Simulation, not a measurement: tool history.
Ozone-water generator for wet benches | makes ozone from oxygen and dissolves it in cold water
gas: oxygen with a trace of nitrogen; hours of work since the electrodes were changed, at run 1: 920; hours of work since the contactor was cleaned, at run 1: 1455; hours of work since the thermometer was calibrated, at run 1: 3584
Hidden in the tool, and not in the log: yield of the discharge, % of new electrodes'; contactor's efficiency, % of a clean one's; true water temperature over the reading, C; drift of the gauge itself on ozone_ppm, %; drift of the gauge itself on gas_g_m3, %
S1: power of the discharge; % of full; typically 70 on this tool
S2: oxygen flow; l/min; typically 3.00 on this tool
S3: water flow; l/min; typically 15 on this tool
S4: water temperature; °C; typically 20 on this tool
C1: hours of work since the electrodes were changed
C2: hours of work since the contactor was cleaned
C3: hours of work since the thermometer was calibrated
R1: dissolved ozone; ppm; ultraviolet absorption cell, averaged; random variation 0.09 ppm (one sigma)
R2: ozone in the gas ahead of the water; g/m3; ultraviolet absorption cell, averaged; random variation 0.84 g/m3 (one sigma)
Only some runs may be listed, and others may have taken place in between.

run,day,S1,S2,S3,S4,C1,C2,C3,R1,R2
1,0.000,70,3.00,15,20,920,1455,3584,15.32,169.9
2,2.254,70,5.12,15,20,974,1509,3638,16.17,134.3
# day 4.612: water thermometer calibrated
3,4.708,70,5.12,15,20,1032,1567,2,15.95,134.7
4,6.567,70,5.12,15,20,1076,1612,47,16.29,135.4
5,7.808,70,5.12,15,20,1106,1641,76,16.12,134.0
6,9.367,70,5.12,15,20,1143,1679,114,16.18,135.1
7,11.012,78,5.12,15,20,1183,1718,153,17.64,149.5
8,12.329,78,5.12,15,20,1214,1749,185,17.93,148.7
9,14.696,78,5.12,15,20,1271,1806,241,17.64,150.6
10,17.225,78,5.12,15,20,1331,1867,302,17.81,149.8
11,18.958,70,3.00,12,20,1373,1908,343,18.62,170.4
# day 20.929: contactor cleaned
12,21.604,70,3.00,12,20,1432,16,402,18.60,170.4

Run 13, settings as shown, results not yet in. Your forecast:
13,24.308,92,3.00,15,20,1497,81,467,?,?

R1: 19.48 ppm
R2: 217.5 g/m3
With the hidden condition absent and the run-to-run variation left alone, this run would have shown R1 19.49 ppm, R2 215.6 g/m3.
